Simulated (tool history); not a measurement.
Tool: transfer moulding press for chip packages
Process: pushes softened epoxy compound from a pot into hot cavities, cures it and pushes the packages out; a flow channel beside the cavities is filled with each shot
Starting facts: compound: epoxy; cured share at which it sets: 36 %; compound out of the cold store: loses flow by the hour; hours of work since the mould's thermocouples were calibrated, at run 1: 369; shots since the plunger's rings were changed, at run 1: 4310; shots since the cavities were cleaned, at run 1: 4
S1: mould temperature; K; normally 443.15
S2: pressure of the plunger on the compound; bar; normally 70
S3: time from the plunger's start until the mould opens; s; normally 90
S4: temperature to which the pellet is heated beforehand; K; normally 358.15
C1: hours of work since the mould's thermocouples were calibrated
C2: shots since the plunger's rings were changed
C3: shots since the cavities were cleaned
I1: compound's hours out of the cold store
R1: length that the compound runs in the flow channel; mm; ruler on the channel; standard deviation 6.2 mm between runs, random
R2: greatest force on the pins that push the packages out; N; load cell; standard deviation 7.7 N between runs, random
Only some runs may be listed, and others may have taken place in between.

run 1 hour=0 | S1=443.15 S2=70 S3=90 S4=358.15 | C1=369 C2=4310 C3=4 | I1=11.7 | R1=663 R2=341
-- hour=48.5 cavities cleaned with cleaning compound and waxed
run 2 hour=57.1 | S1=443.15 S2=70 S3=90 S4=358.15 | C1=412 C2=5088 C3=120 | I1=13 | R1=668 R2=446
-- hour=95.6 plunger's sealing rings changed
-- hour=103.6 cavities cleaned with cleaning compound and waxed
run 3 hour=137.6 | S1=443.15 S2=70 S3=90 S4=358.15 | C1=471 C2=567 C3=476 | I1=17 | R1=700 R2=624
-- hour=152.8 cavities cleaned with cleaning compound and waxed
-- hour=162 mould's thermocouples calibrated
-- hour=204.6 cavities cleaned with cleaning compound and waxed
run 4 hour=219.7 | S1=443.15 S2=70 S3=90 S4=358.15 | C1=43 C2=1646 C3=211 | I1=36.8 | R1=622 R2=496
-- hour=253.7 cavities cleaned with cleaning compound and waxed
run 5 hour=268.7 | S1=443.15 S2=70 S3=90 S4=358.15 | C1=80 C2=2313 C3=211 | I1=47.9 | R1=587 R2=507
-- hour=300.8 cavities cleaned with cleaning compound and waxed
run 6 hour=329.6 | S1=443.15 S2=70 S3=90 S4=358.15 | C1=126 C2=3144 C3=402 | I1=19 | R1=654 R2=594
-- hour=353.1 cavities cleaned with cleaning compound and waxed
run 7 hour=389.2 | S1=443.15 S2=70 S3=130 S4=358.15 | C1=171 C2=3958 C3=505 | I1=15.5 | R1=668 R2=600
-- hour=402.9 cavities cleaned with cleaning compound and waxed
run 8 hour=440.5 | S1=443.15 S2=70 S3=90 S4=358.15 | C1=209 C2=4656 C3=526 | I1=22.8 | R1=628 R2=632
-- hour=455.3 cavities cleaned with cleaning compound and waxed
-- hour=477.7 mould's thermocouples calibrated, once more
-- hour=508 cavities cleaned with cleaning compound and waxed
-- hour=510.9 plunger's sealing rings changed
run 9 hour=510.9 | S1=443.15 S2=71.6 S3=90 S4=358.15 | C1=23 C2=0 C3=5 | I1=11.9 | R1=728 R2=343
-- hour=560.5 cavities cleaned with cleaning compound and waxed
run 10 hour=587.4 | S1=443.15 S2=71.6 S3=90 S4=358.15 | C1=80 C2=1050 C3=376 | I1=45.5 | R1=618 R2=586
-- hour=612.5 cavities cleaned with cleaning compound and waxed
run 11 hour=632.1 | S1=443.15 S2=71.6 S3=90 S4=358.15 | C1=114 C2=1656 C3=274 | I1=33.2 | R1=640 R2=539
-- hour=660.9 cavities cleaned with cleaning compound and waxed
-- hour=710 cavities cleaned with cleaning compound and waxed
run 12 hour=711.1 | S1=443.15 S2=86.6 S3=90 S4=358.15 | C1=172 C2=2720 C3=16 | I1=31.2 | R1=705 R2=352
run 13 hour=745 | S1=443.15 S2=70 S3=90 S4=358.15 | C1=199 C2=3196 C3=492 | I1=27.3 | R1=637 R2=597
-- hour=759.6 cavities cleaned with cleaning compound and waxed
-- hour=812.8 cavities cleaned with cleaning compound and waxed
run 14 hour=820.5 | S1=443.15 S2=70 S3=90 S4=358.15 | C1=255 C2=4211 C3=108 | I1=12.3 | R1=671 R2=463
-- hour=865.4 cavities cleaned with cleaning compound and waxed
run 15 hour=866 | S1=443.15 S2=70 S3=90 S4=358.15 | C1=289 C2=4827 C3=8 | I1=37.9 | R1=588 R2=332
-- hour=915.3 cavities cleaned with cleaning compound and waxed
-- hour=923.8 plunger's sealing rings changed
run 16 hour=941.3 | S1=436.15 S2=87 S3=123 S4=358.15 | C1=344 C2=245 C3=328 | I1=29.5 | R1=768 R2=563
-- hour=968.9 cavities cleaned with cleaning compound and waxed
run 17 hour=979.7 | S1=436.15 S2=87 S3=106 S4=367.15 | C1=372 C2=762 C3=150 | I1=20.8 | R1=785 R2=462
-- hour=1018.4 cavities cleaned with cleaning compound and waxed
run 18 hour=1030.9 | S1=436.15 S2=87 S3=106 S4=367.15 | C1=410 C2=1459 C3=176 | I1=8.1 | R1=818 R2=547
-- hour=1068.2 cavities cleaned with cleaning compound and waxed
run 19 hour=1087.2 | S1=446.15 S2=81.9 S3=92 S4=367.15 | C1=453 C2=2226 C3=265 | I1=12.2 | R1=735 R2=519
-- hour=1116.2 cavities cleaned with cleaning compound and waxed
-- hour=1136.9 mould's thermocouples calibrated
-- hour=1166.5 cavities cleaned with cleaning compound and waxed
run 20 hour=1169.2 | S1=443.15 S2=70 S3=90 S4=367.15 | C1=24 C2=3305 C3=38 | I1=21 | R1=650 R2=377
-- hour=1215.1 cavities cleaned with cleaning compound and waxed
run 21 hour=1227.9 | S1=443.15 S2=70 S3=90 S4=367.15 | C1=68 C2=4106 C3=179 | I1=47.3 | R1=560 R2=463
-- hour=1267.4 cavities cleaned with cleaning compound and waxed
run 22 hour=1289.5 | S1=443.15 S2=70 S3=101 S4=360.15 | C1=114 C2=4949 C3=311 | I1=14.9 | R1=653 R2=553
-- hour=1314.6 cavities cleaned with cleaning compound and waxed
-- hour=1337.9 plunger's sealing rings changed
-- hour=1369.1 cavities cleaned with cleaning compound and waxed
run 23 hour=1372.7 | S1=443.15 S2=70 S3=101 S4=360.15 | C1=174 C2=466 C3=50 | I1=30.6 | R1=655 R2=354
-- hour=1420.9 cavities cleaned with cleaning compound and waxed
run 24 hour=1421 | S1=437.15 S2=70 S3=101 S4=362.15 | C1=210 C2=1122 C3=1 | I1=17.1 | R1=709 R2=345
run 25 hour=1461.6 | S1=442.15 S2=68.1 S3=76 S4=351.15 | C1=242 C2=1691 C3=570 | I1=19.8 | R1=664 R2=773

What differs in the tool's unlogged condition from the final listed run ahead of each entry between runs to the first listed run following it?
Run 1 -> run 2: cavities cleaned with cleaning compound and waxed (hour 48.5)
  true mould temperature over the reading, C: 0.29 -> 0.34; pressure that reaches the compound, % of what is set: 85.47 -> 82.97; grip of the stained cavities, % over clean ones': 2.2 -> 34.1
  the result without the hidden state subtracted from the measured one, R1: -55 -> -67 mm; R2: +6 -> +111 N
Run 2 -> run 3: plunger's sealing rings changed (hour 95.6); cavities cleaned with cleaning compound and waxed (hour 103.6)
  true mould temperature over the reading, C: 0.34 -> 0.4; pressure that reaches the compound, % of what is set: 82.97 -> 97.73; grip of the stained cavities, % over clean ones': 34.1 -> 85.3
  the result without the hidden state subtracted from the measured one, R1: -67 -> -10 mm; R2: +111 -> +283 N
Run 3 -> run 4: cavities cleaned with cleaning compound and waxed (hour 152.8); mould's thermocouples calibrated (hour 162); cavities cleaned with cleaning compound and waxed (hour 204.6)
  true mould temperature over the reading, C: 0.4 -> 0.58; pressure that reaches the compound, % of what is set: 97.73 -> 94.4; grip of the stained cavities, % over clean ones': 85.3 -> 50.7
  the result without the hidden state subtracted from the measured one, R1: -10 -> -19 mm; R2: +283 -> +164 N
Run 4 -> run 5: cavities cleaned with cleaning compound and waxed (hour 253.7)
  true mould temperature over the reading, C: 0.58 -> 0.62; pressure that reaches the compound, % of what is set: 94.4 -> 92.22; grip of the stained cavities, % over clean ones': 50.7 -> 53.2
  the result without the hidden state subtracted from the measured one, R1: -19 -> -26 mm; R2: +164 -> +172 N
Run 5 -> run 6: cavities cleaned with cleaning compound and waxed (hour 300.8)
  true mould temperature over the reading, C: 0.62 -> 0.67; pressure that reaches the compound, % of what is set: 92.22 -> 89.64; grip of the stained cavities, % over clean ones': 53.2 -> 81.7
  the result without the hidden state subtracted from the measured one, R1: -26 -> -38 mm; R2: +172 -> +265 N
Run 6 -> run 7: cavities cleaned with cleaning compound and waxed (hour 353.1)
  true mould temperature over the reading, C: 0.67 -> 0.72; pressure that reaches the compound, % of what is set: 89.64 -> 87; grip of the stained cavities, % over clean ones': 81.7 -> 93.3
  the result without the hidden state subtracted from the measured one, R1: -38 -> -51 mm; R2: +265 -> +289 N
Run 7 -> run 8: cavities cleaned with cleaning compound and waxed (hour 402.9)
  true mould temperature over the reading, C: 0.72 -> 0.75; pressure that reaches the compound, % of what is set: 87 -> 84.35; grip of the stained cavities, % over clean ones': 93.3 -> 89.7
  the result without the hidden state subtracted from the measured one, R1: -51 -> -58 mm; R2: +289 -> +293 N
Run 8 -> run 9: cavities cleaned with cleaning compound and waxed (hour 455.3); mould's thermocouples calibrated, once more (hour 477.7); cavities cleaned with cleaning compound and waxed (hour 508); plunger's sealing rings changed (hour 510.9)
  true mould temperature over the reading, C: 0.75 -> 0.19; pressure that reaches the compound, % of what is set: 84.35 -> 99.63; grip of the stained cavities, % over clean ones': 89.7 -> 2.5
  the result without the hidden state subtracted from the measured one, R1: -58 -> -2 mm; R2: +293 -> +8 N
Run 9 -> run 10: cavities cleaned with cleaning compound and waxed (hour 560.5)
  true mould temperature over the reading, C: 0.19 -> 0.25; pressure that reaches the compound, % of what is set: 99.63 -> 96.31; grip of the stained cavities, % over clean ones': 2.5 -> 80.1
  the result without the hidden state subtracted from the measured one, R1: -2 -> -12 mm; R2: +8 -> +261 N
Run 10 -> run 11: cavities cleaned with cleaning compound and waxed (hour 612.5)
  true mould temperature over the reading, C: 0.25 -> 0.29; pressure that reaches the compound, % of what is set: 96.31 -> 94.48; grip of the stained cavities, % over clean ones': 80.1 -> 65.3
  the result without the hidden state subtracted from the measured one, R1: -12 -> -19 mm; R2: +261 -> +212 N
Run 11 -> run 12: cavities cleaned with cleaning compound and waxed (hour 660.9); cavities cleaned with cleaning compound and waxed (hour 710)
  true mould temperature over the reading, C: 0.29 -> 0.35; pressure that reaches the compound, % of what is set: 94.48 -> 90.93; grip of the stained cavities, % over clean ones': 65.3 -> 6
  the result without the hidden state subtracted from the measured one, R1: -19 -> -36 mm; R2: +212 -> +18 N
Run 13 -> run 14: cavities cleaned with cleaning compound and waxed (hour 759.6); cavities cleaned with cleaning compound and waxed (hour 812.8)
  true mould temperature over the reading, C: 0.38 -> 0.44; pressure that reaches the compound, % of what is set: 89.26 -> 85.71; grip of the stained cavities, % over clean ones': 87.6 -> 33.1
  the result without the hidden state subtracted from the measured one, R1: -38 -> -55 mm; R2: +279 -> +109 N
Run 14 -> run 15: cavities cleaned with cleaning compound and waxed (hour 865.4)
  true mould temperature over the reading, C: 0.44 -> 0.48; pressure that reaches the compound, % of what is set: 85.71 -> 83.87; grip of the stained cavities, % over clean ones': 33.1 -> 2.3
  the result without the hidden state subtracted from the measured one, R1: -55 -> -56 mm; R2: +109 -> +6 N
Run 15 -> run 16: cavities cleaned with cleaning compound and waxed (hour 915.3); plunger's sealing rings changed (hour 923.8)
  true mould temperature over the reading, C: 0.48 -> 0.54; pressure that reaches the compound, % of what is set: 83.87 -> 99.05; grip of the stained cavities, % over clean ones': 2.3 -> 75.7
  the result without the hidden state subtracted from the measured one, R1: -56 -> -6 mm; R2: +6 -> +241 N
Run 16 -> run 17: cavities cleaned with cleaning compound and waxed (hour 968.9)
  true mould temperature over the reading, C: 0.54 -> 0.57; pressure that reaches the compound, % of what is set: 99.05 -> 97.36; grip of the stained cavities, % over clean ones': 75.7 -> 36.6
  the result without the hidden state subtracted from the measured one, R1: -6 -> -13 mm; R2: +241 -> +120 N
Run 17 -> run 18: cavities cleaned with cleaning compound and waxed (hour 1018.4)
  true mould temperature over the reading, C: 0.57 -> 0.62; pressure that reaches the compound, % of what is set: 97.36 -> 94.96; grip of the stained cavities, % over clean ones': 36.6 -> 50.5
  the result without the hidden state subtracted from the measured one, R1: -13 -> -24 mm; R2: +120 -> +173 N
Run 18 -> run 19: cavities cleaned with cleaning compound and waxed (hour 1068.2)
  true mould temperature over the reading, C: 0.62 -> 0.67; pressure that reaches the compound, % of what is set: 94.96 -> 92.29; grip of the stained cavities, % over clean ones': 50.5 -> 62.7
  the result without the hidden state subtracted from the measured one, R1: -24 -> -33 mm; R2: +173 -> +198 N
Run 19 -> run 20: cavities cleaned with cleaning compound and waxed (hour 1116.2); mould's thermocouples calibrated (hour 1136.9); cavities cleaned with cleaning compound and waxed (hour 1166.5)
  true mould temperature over the reading, C: 0.67 -> -0.02; pressure that reaches the compound, % of what is set: 92.29 -> 88.98; grip of the stained cavities, % over clean ones': 62.7 -> 13.6
  the result without the hidden state subtracted from the measured one, R1: -33 -> -39 mm; R2: +198 -> +46 N
Run 20 -> run 21: cavities cleaned with cleaning compound and waxed (hour 1215.1)
  true mould temperature over the reading, C: -0.02 -> 0.02; pressure that reaches the compound, % of what is set: 88.98 -> 86.53; grip of the stained cavities, % over clean ones': 13.6 -> 40.8
  the result without the hidden state subtracted from the measured one, R1: -39 -> -43 mm; R2: +46 -> +135 N
Run 21 -> run 22: cavities cleaned with cleaning compound and waxed (hour 1267.4)
  true mould temperature over the reading, C: 0.02 -> 0.07; pressure that reaches the compound, % of what is set: 86.53 -> 83.73; grip of the stained cavities, % over clean ones': 40.8 -> 70.8
  the result without the hidden state subtracted from the measured one, R1: -43 -> -61 mm; R2: +135 -> +228 N
Run 22 -> run 23: cavities cleaned with cleaning compound and waxed (hour 1314.6); plunger's sealing rings changed (hour 1337.9); cavities cleaned with cleaning compound and waxed (hour 1369.1)
  true mould temperature over the reading, C: 0.07 -> 0.13; pressure that reaches the compound, % of what is set: 83.73 -> 98.11; grip of the stained cavities, % over clean ones': 70.8 -> 13.3
  the result without the hidden state subtracted from the measured one, R1: -61 -> -7 mm; R2: +228 -> +41 N
Run 23 -> run 24: cavities cleaned with cleaning compound and waxed (hour 1420.9)
  true mould temperature over the reading, C: 0.13 -> 0.17; pressure that reaches the compound, % of what is set: 98.11 -> 95.96; grip of the stained cavities, % over clean ones': 13.3 -> 1.5
  the result without the hidden state subtracted from the measured one, R1: -7 -> -16 mm; R2: +41 -> +4 N
